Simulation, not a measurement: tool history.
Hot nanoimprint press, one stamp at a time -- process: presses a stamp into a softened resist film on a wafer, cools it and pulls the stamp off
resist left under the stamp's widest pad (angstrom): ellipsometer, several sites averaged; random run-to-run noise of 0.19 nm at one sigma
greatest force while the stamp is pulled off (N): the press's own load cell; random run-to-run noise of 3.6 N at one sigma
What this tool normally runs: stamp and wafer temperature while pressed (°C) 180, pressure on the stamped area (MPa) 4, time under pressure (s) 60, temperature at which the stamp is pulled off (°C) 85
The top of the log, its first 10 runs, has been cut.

run     day  stamp and wafer temperature while pressed (°C)  pressure on the stamped area (MPa)  time under pressure (s)  temperature at which the stamp is pulled off (°C)  resist left under the stamp's widest pad (angstrom)  greatest force while the stamp is pulled off (N)
 11  13.871                                             180                                4.97                       60                                                 85                                                  975                                               176
 12  15.867                                             180                                5.79                       60                                                 85                                                  910                                               174
 13  17.358                                             180                                   4                       60                                                 85                                                 1084                                               174
 14    18.8                                             180                                   4                       60                                                 85                                                 1084                                               179
 15  19.929                                             180                                   4                       60                                                 85                                                 1086                                               171
 16  21.233                                             182                                3.42                      107                                                 80                                                  904                                               188
     22.429  -- stamp cleaned and given a new release coat
     23.167  -- plate thermocouple calibrated
 17  23.667                                             171                                   4                       60                                                 91                                                 1410                                               158
 18   24.55                                             171                                   4                       60                                                 91                                                 1411                                               162
 19  26.267                                             171                                4.35                       60                                                 77                                                 1372                                               198
 20  27.721                                             177                                   4                       60                                                 86                                                 1197                                               171
 21  29.038                                             177                                   4                       60                                                 86                                                 1199                                               170
 22  30.321                                             187                                2.83                       60                                                 85                                                 1050                                               176
 23  32.242                                             187                                2.83                       60                                                 85                                                 1052                                               178
 24  33.946                                             174                                6.27                       35                                                 75                                                 1273                                               194
 25   35.05                                             181                                 3.1                       56                                                 88                                                 1221                                               169
 26  36.262                                             172                                   6                       56                                                 93                                                 1205                                               156
 27  38.017                                             172                                   6                       56                                                 93                                                 1204                                               157
 28  39.262                                             180                                   4                       60                                                 83                                                 1100                                               184
 29  41.146                                             180                                3.02                       79                                                 84                                                 1146                                               180
 30  42.371                                             174                                6.17                       79                                                 88                                                  999                                               169

Consider 4 possible next runs. They are alternatives, not a sequence: every one starts from the tool as it was left by run 30. What does each give?
  A  44.346                                             177                                6.22                       60                                                 73                                                    ?                                                 ?
  B  44.346                                             175                                6.17                       79                                                 89                                                    ?                                                 ?
  C  44.346                                             180                                   4                       60                                                 85                                                    ?                                                 ?
  D  44.346                                             174                                6.17                       35                                                 80                                                    ?                                                 ?

run  resist left under the stamp's widest pad (angstrom)  greatest force while the stamp is pulled off (N)
  A                                                  986                                               209
  B                                                  968                                               170
  C                                                 1102                                               178
  D                                                 1286                                               191
Without the tool's hidden state the same runs would have given:
run  resist left under the stamp's widest pad (angstrom)  greatest force while the stamp is pulled off (N)
  A                                                  959                                               208
  B                                                  942                                               169
  C                                                 1073                                               178
  D                                                 1252                                               191

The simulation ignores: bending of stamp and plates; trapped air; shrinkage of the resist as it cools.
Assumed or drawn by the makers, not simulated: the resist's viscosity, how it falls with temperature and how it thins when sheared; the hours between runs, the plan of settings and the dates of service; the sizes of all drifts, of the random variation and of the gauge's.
